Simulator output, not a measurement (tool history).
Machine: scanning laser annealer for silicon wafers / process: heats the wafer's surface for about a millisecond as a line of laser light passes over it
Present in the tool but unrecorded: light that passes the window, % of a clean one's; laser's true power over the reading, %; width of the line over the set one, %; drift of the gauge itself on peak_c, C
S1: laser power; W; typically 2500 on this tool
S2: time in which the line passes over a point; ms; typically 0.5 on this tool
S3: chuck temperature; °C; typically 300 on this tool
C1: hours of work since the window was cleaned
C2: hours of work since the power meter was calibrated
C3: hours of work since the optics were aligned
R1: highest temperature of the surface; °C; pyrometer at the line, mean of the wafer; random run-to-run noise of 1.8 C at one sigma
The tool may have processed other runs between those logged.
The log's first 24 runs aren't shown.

run,hour,S1,S2,S3,C1,C2,C3,R1
25,832.1,2496,0.528,299,172,817,1750,1055
26,856.2,2670,0.528,299,189,835,1768,1103
27,888.5,2500,0.484,319,213,859,1792,1048
# hour 901.6: optics aligned, line set to its width
28,919.5,2500,0.484,319,233,878,13,1062
29,945.1,2610,0.5,266,251,897,32,1048
30,985.9,2441,0.363,309,282,927,62,949
31,1029.3,2441,0.363,309,314,959,94,948
32,1062,2510,0.565,300,338,983,118,1092
33,1096.3,2510,0.565,300,363,1008,144,1094
34,1118,2510,0.565,300,379,1024,160,1091
35,1160.2,2510,0.565,300,410,1056,191,1089
36,1180.6,2127,0.596,300,425,1071,206,994
37,1225.7,2597,0.398,264,459,1104,239,962
38,1262.9,2500,0.5,296,486,1131,267,1035
39,1291.8,2500,0.5,296,507,1153,288,1035
40,1317.9,2489,0.543,294,527,1172,307,1057

What if the next run were any one of these 5? Each begins from the tool's condition after run 40:
A,1362.6,2396,0.543,294,560,1205,340,?
B,1362.6,2438,0.406,294,560,1205,340,?
C,1362.6,2489,0.396,294,560,1205,340,?
D,1362.6,2279,0.541,330,560,1205,340,?
E,1362.6,2489,0.598,269,560,1205,340,?

run,R1
A,1030
B,955
C,959
D,1034
E,1068
Stripped of hidden state, with their random variation kept, the same runs would have yielded:
run,R1
A,1053
B,975
C,980
D,1056
E,1093

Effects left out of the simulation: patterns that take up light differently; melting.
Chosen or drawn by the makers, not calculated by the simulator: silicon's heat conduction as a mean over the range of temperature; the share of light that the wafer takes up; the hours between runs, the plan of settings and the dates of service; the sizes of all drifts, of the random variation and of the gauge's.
